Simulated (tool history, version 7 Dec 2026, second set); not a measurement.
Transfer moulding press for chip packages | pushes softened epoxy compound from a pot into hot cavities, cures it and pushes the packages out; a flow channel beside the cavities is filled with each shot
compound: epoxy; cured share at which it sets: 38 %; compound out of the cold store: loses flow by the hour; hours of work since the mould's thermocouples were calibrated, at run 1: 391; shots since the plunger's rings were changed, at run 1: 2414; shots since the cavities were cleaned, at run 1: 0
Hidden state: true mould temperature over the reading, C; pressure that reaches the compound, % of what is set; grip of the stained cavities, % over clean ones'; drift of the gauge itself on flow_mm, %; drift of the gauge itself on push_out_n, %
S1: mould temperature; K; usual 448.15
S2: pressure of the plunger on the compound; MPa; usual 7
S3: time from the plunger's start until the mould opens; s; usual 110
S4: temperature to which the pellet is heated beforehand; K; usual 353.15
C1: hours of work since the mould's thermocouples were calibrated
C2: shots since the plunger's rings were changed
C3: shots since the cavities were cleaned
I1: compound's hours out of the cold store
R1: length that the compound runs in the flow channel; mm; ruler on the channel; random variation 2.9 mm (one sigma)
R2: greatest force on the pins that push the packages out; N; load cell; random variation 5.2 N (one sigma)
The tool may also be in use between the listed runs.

run,day,S1,S2,S3,S4,C1,C2,C3,I1,R1,R2
1,0,448.15,7,110,353.15,391,2414,0,29.2,884,248
2,0.75,448.15,7,110,353.15,406,2654,240,39,858,297
3,1.246,448.15,7,110,353.15,415,2812,398,10.2,927,337
4,1.625,448.15,8.53,110,353.15,423,2934,520,9.8,1026,335
# day 1.771: cavities cleaned with cleaning compound and waxed
5,2.412,448.15,7,110,353.15,436,3165,205,15.8,907,308
6,2.733,448.15,7,110,353.15,442,3267,307,22.8,891,316
# day 3.179: plunger's sealing rings changed
7,3.396,448.15,7,110,353.15,453,71,487,9.9,972,340
# day 3.7: cavities cleaned with cleaning compound and waxed
8,4.125,448.15,8.31,110,353.15,466,283,136,46.4,962,269
9,4.871,448.15,7,110,345.15,480,521,374,33.7,909,324
# day 5.492: cavities cleaned with cleaning compound and waxed
10,5.65,448.15,7,110,353.15,494,750,49,44.1,880,254
11,5.983,448.15,7,110,353.15,500,857,156,20.1,940,284
12,6.404,448.15,7,110,353.15,508,992,291,24.9,920,308
13,6.954,448.15,7,110,353.15,519,1168,467,34,896,322
# day 7.279: cavities cleaned with cleaning compound and waxed
14,7.408,448.15,7.17,110,346.15,526,1293,41,17.5,943,250
15,7.708,442.15,7.05,110,346.15,532,1389,137,26,946,431
16,8.146,442.15,7.05,110,346.15,540,1529,277,8.8,985,510
17,8.538,448.15,5.81,111,353.15,548,1654,402,26.5,824,317
# day 9.054: cavities cleaned with cleaning compound and waxed
18,9.146,447.15,5.2,120,344.15,558,1829,29,10,821,231
# day 9.575: mould's thermocouples calibrated
19,9.629,446.15,7,110,353.15,1,1957,157,8.6,963,370
20,10,446.15,7,110,353.15,8,2075,275,40.5,882,363
21,10.492,446.15,7,110,353.15,18,2233,433,43.7,871,392
# day 10.912: cavities cleaned with cleaning compound and waxed
22,11.021,443.15,7,110,363.15,26,2382,35,46.1,872,373
23,11.529,448.15,5.23,110,353.15,36,2544,197,36.6,752,301

The same runs without the tool's hidden state, with the same run-to-run variation:
run,R1,R2
1,929,254
2,905,246
3,981,261
4,1088,249
5,967,263
6,952,255
7,980,255
8,973,241
9,923,254
10,897,245
11,960,250
12,942,249
13,920,242
14,972,250
15,977,401
16,1019,433
17,854,247
18,854,227
19,999,306
20,917,278
21,908,281
22,912,349
23,789,247

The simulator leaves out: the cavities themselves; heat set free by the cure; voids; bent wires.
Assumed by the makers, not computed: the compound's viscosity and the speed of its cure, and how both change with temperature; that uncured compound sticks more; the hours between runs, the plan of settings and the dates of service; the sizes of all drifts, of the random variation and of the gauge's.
